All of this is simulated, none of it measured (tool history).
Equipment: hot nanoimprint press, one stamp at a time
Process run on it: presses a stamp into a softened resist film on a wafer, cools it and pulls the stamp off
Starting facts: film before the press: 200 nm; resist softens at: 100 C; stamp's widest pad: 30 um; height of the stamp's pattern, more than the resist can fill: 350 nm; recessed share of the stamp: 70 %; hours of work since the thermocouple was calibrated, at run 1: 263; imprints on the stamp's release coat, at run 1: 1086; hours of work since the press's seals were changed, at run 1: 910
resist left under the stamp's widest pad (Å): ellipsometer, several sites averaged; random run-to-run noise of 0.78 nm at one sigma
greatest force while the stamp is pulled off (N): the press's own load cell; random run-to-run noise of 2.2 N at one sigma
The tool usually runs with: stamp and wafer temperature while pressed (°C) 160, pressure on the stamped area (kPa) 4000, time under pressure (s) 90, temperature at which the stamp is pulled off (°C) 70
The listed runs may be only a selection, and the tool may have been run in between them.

run	hour	stamp and wafer temperature while pressed (°C)	pressure on the stamped area (kPa)	time under pressure (s)	temperature at which the stamp is pulled off (°C)	hours of work since the thermocouple was calibrated	imprints on the stamp's release coat	hours of work since the press's seals were changed	resist left under the stamp's widest pad (Å)	greatest force while the stamp is pulled off (N)
1	0	160	4000	90	70	263	1086	910	1080	151
# hour 33.9: plate thermocouple calibrated
# hour 41.9: press's hydraulic seals changed and the load cell set to zero
# hour 56: stamp cleaned and given a new release coat
2	57	168	4000	90	70	7	5	7	814	101
3	86.6	168	4000	90	70	30	128	30	818	108
4	140.9	160	4000	90	70	73	354	73	1055	114
5	171.1	160	4000	161	70	96	479	96	854	116
6	201	160	4000	161	71	120	604	120	852	125
7	242.5	160	4000	135	71	152	776	152	937	137
8	279.9	160	4000	135	71	182	931	182	926	137
9	307.1	160	4000	135	71	203	1045	203	951	143
# hour 362.3: stamp cleaned and given a new release coat
10	363.9	160	4000	90	59	243	6	243	1098	114
11	391	160	4000	90	70	264	119	264	1098	106
# hour 404.5: plate thermocouple calibrated, once more
12	429.8	165	4000	90	70	20	268	292	867	109
13	472.3	165	4000	90	70	53	444	325	855	114
14	504.9	165	4000	90	70	79	580	351	858	122
15	537.9	167	4000	90	70	104	717	377	817	127
16	572.2	167	4000	52	59	131	860	404	998	159
17	610.8	167	4000	52	59	162	1021	434	1015	168
# hour 675.5: stamp cleaned and given a new release coat
18	683.1	160	4000	90	60	214	32	486	1036	113
19	726.5	160	3830	128	70	248	213	520	959	105
20	771	160	4000	148	70	282	398	555	867	116
# hour 781.7: plate thermocouple calibrated
21	816.9	160	4000	148	70	28	576	588	848	120
22	884.2	160	2740	167	70	80	856	641	957	128
23	923.8	167	4000	90	62	111	1021	672	824	169
24	953.9	167	4000	90	62	135	1146	696	824	166
# hour 983.8: stamp cleaned and given a new release coat
25	997	155	3160	90	70	164	55	725	1314	102
26	1059.7	155	3160	90	70	213	316	774	1315	111
27	1096.4	155	3160	90	70	242	468	803	1324	116
# hour 1157.7: plate thermocouple calibrated
28	1163.5	165	4050	112	70	5	735	853	802	126
29	1210.2	171	3070	112	70	41	930	889	746	136
30	1251.2	160	2570	115	70	73	1100	922	1116	144

Hidden state at the last listed run before each entry between runs and at the first one after, where it differs:
Run 1 -> run 2: plate thermocouple calibrated (hour 33.9); press's hydraulic seals changed and the load cell set to zero (hour 41.9); stamp cleaned and given a new release coat (hour 56)
  true temperature over the reading, C: -1.28 -> -1.56; pressure that arrives at the usual setting, %: 92.03 -> 99.74; grip of the stamp's worn release coat, % over a new coat's: 48.6 -> 0.2
  what was measured, less what the result would be without the hidden state, resist left under the stamp's widest pad (Å): +78 -> +42; greatest force while the stamp is pulled off (N): +51 -> +3
Run 9 -> run 10: stamp cleaned and given a new release coat (hour 362.3)
  true temperature over the reading, C: -2.18 -> -2.31; pressure that arrives at the usual setting, %: 98.26 -> 97.94; grip of the stamp's worn release coat, % over a new coat's: 46.7 -> 0.2
  what was measured, less what the result would be without the hidden state, resist left under the stamp's widest pad (Å): +76 -> +86; greatest force while the stamp is pulled off (N): +49 -> +4
Run 11 -> run 12: plate thermocouple calibrated, once more (hour 404.5)
  true temperature over the reading, C: -2.38 -> 0.09; pressure that arrives at the usual setting, %: 97.77 -> 97.56; grip of the stamp's worn release coat, % over a new coat's: 4.9 -> 11.2
  what was measured, less what the result would be without the hidden state, resist left under the stamp's widest pad (Å): +90 -> +7; greatest force while the stamp is pulled off (N): +9 -> +11
Run 17 -> run 18: stamp cleaned and given a new release coat (hour 675.5)
  true temperature over the reading, C: -0.39 -> -0.56; pressure that arrives at the usual setting, %: 96.43 -> 96.04; grip of the stamp's worn release coat, % over a new coat's: 45.5 -> 1.3
  what was measured, less what the result would be without the hidden state, resist left under the stamp's widest pad (Å): +27 -> +35; greatest force while the stamp is pulled off (N): +53 -> +2
Run 20 -> run 21: plate thermocouple calibrated (hour 781.7)
  true temperature over the reading, C: -0.79 -> -0.08; pressure that arrives at the usual setting, %: 95.52 -> 95.25; grip of the stamp's worn release coat, % over a new coat's: 16.8 -> 24.7
  what was measured, less what the result would be without the hidden state, resist left under the stamp's widest pad (Å): +41 -> +20; greatest force while the stamp is pulled off (N): +18 -> +24
Run 24 -> run 25: stamp cleaned and given a new release coat (hour 983.8)
  true temperature over the reading, C: -0.42 -> -0.52; pressure that arrives at the usual setting, %: 94.42 -> 94.17; grip of the stamp's worn release coat, % over a new coat's: 51.6 -> 2.3
  what was measured, less what the result would be without the hidden state, resist left under the stamp's widest pad (Å): +33 -> +38; greatest force while the stamp is pulled off (N): +57 -> +3
Run 27 -> run 28: plate thermocouple calibrated (hour 1157.7)
  true temperature over the reading, C: -0.78 -> 0.04; pressure that arrives at the usual setting, %: 93.61 -> 93.23; grip of the stamp's worn release coat, % over a new coat's: 19.9 -> 32
  what was measured, less what the result would be without the hidden state, resist left under the stamp's widest pad (Å): +50 -> +25; greatest force while the stamp is pulled off (N): +21 -> +30
